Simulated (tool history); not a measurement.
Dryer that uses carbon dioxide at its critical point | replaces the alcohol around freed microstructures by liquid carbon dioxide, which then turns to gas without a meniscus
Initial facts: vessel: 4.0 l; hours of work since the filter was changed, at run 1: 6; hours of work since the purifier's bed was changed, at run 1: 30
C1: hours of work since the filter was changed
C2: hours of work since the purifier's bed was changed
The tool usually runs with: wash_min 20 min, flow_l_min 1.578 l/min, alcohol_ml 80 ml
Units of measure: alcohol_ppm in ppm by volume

run 1 day=0 | wash_min=20 flow_l_min=1.578 alcohol_ml=80 | C1=6 C2=30 | alcohol_ppm=72
run 2 day=0.817 | wash_min=20 flow_l_min=1.578 alcohol_ml=80 | C1=14 C2=38 | alcohol_ppm=71
run 3 day=2.038 | wash_min=20 flow_l_min=1.578 alcohol_ml=80 | C1=26 C2=50 | alcohol_ppm=85
run 4 day=3.362 | wash_min=20 flow_l_min=1.578 alcohol_ml=80 | C1=39 C2=63 | alcohol_ppm=92
run 5 day=4.125 | wash_min=20 flow_l_min=1.578 alcohol_ml=80 | C1=46 C2=70 | alcohol_ppm=94
run 6 day=5.05 | wash_min=20 flow_l_min=1.578 alcohol_ml=80 | C1=56 C2=79 | alcohol_ppm=92
run 7 day=6.054 | wash_min=20 flow_l_min=1.578 alcohol_ml=80 | C1=65 C2=89 | alcohol_ppm=110
run 8 day=6.933 | wash_min=20 flow_l_min=2.67 alcohol_ml=58 | C1=74 C2=98 | alcohol_ppm=48
run 9 day=8.396 | wash_min=26 flow_l_min=2.11 alcohol_ml=102 | C1=88 C2=112 | alcohol_ppm=42
run 10 day=9.383 | wash_min=20 flow_l_min=1.8 alcohol_ml=109 | C1=98 C2=122 | alcohol_ppm=85
run 11 day=10.738 | wash_min=14 flow_l_min=1.64 alcohol_ml=82 | C1=111 C2=135 | alcohol_ppm=415
run 12 day=11.721 | wash_min=20 flow_l_min=2.13 alcohol_ml=46 | C1=121 C2=144 | alcohol_ppm=60
run 13 day=13.075 | wash_min=20 flow_l_min=2.13 alcohol_ml=46 | C1=134 C2=158 | alcohol_ppm=58

Each row is a separate what-if for the run after 13, all from the same tool condition, not one after another. Results?
run A day=14.196 | wash_min=29 flow_l_min=1.82 alcohol_ml=86 | C1=145 C2=169 | alcohol_ppm=?
run B day=14.196 | wash_min=30 flow_l_min=2.63 alcohol_ml=32 | C1=145 C2=169 | alcohol_ppm=?
run C day=14.196 | wash_min=20 flow_l_min=2.13 alcohol_ml=114 | C1=145 C2=169 | alcohol_ppm=?
run D day=14.196 | wash_min=21 flow_l_min=2.13 alcohol_ml=46 | C1=145 C2=169 | alcohol_ppm=?

run=A alcohol_ppm=60
run=B alcohol_ppm=57
run=C alcohol_ppm=75
run=D alcohol_ppm=52
Take away the tool's hidden state, keep each run's random variation, and the runs would have read:
run=A alcohol_ppm=6
run=B alcohol_ppm=6
run=C alcohol_ppm=13
run=D alcohol_ppm=0
